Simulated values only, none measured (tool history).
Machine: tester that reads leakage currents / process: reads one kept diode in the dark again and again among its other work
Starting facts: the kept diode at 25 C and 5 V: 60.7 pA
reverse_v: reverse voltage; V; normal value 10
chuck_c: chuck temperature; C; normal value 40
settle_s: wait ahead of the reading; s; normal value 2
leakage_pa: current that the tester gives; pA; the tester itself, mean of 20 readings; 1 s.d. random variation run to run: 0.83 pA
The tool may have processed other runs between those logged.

{"run": 1, "hour": 0.0, "reverse_v": 10, "chuck_c": 40, "settle_s": 2, "leakage_pa": 301.25}
{"run": 2, "hour": 32.9, "reverse_v": 10, "chuck_c": 40, "settle_s": 2, "leakage_pa": 302.65}
{"run": 3, "hour": 54.9, "reverse_v": 10, "chuck_c": 40, "settle_s": 2, "leakage_pa": 302.71}
{"run": 4, "hour": 96.4, "reverse_v": 10, "chuck_c": 40, "settle_s": 2, "leakage_pa": 301.17}
{"run": 5, "hour": 120.0, "reverse_v": 10, "chuck_c": 40, "settle_s": 2, "leakage_pa": 302.3}
{"run": 6, "hour": 143.9, "reverse_v": 10, "chuck_c": 40, "settle_s": 2, "leakage_pa": 303.57}
{"run": 7, "hour": 165.0, "reverse_v": 10, "chuck_c": 40, "settle_s": 2, "leakage_pa": 303.45}
{"run": 8, "hour": 194.2, "reverse_v": 10, "chuck_c": 40, "settle_s": 5.45, "leakage_pa": 302.64}
{"run": 9, "hour": 239.3, "reverse_v": 10, "chuck_c": 40, "settle_s": 5.45, "leakage_pa": 304.61}
{"run": 10, "hour": 263.4, "reverse_v": 10, "chuck_c": 40, "settle_s": 4.92, "leakage_pa": 308.02}
{"run": 11, "hour": 297.7, "reverse_v": 10, "chuck_c": 40, "settle_s": 4.92, "leakage_pa": 305.6}
{"run": 12, "hour": 320.0, "reverse_v": 10, "chuck_c": 40, "settle_s": 2, "leakage_pa": 307.71}
{"run": 13, "hour": 364.3, "reverse_v": 10, "chuck_c": 40, "settle_s": 2, "leakage_pa": 307.12}
{"run": 14, "hour": 400.1, "reverse_v": 10, "chuck_c": 40, "settle_s": 2, "leakage_pa": 306.78}
{"run": 15, "hour": 422.3, "reverse_v": 10, "chuck_c": 40, "settle_s": 0.58, "leakage_pa": 311.88}
{"run": 16, "hour": 451.9, "reverse_v": 9.3, "chuck_c": 31, "settle_s": 2, "leakage_pa": 153.02}

For run 17, what comes out?
{"run": 17, "hour": 498.8, "reverse_v": 9.3, "chuck_c": 31, "settle_s": 5.33, "leakage_pa": "?"}

For run 17 the tool returned leakage_pa 152.49 pA.
The same run, on a tool lacking any hidden state, would have yielded leakage_pa 127.99 pA.
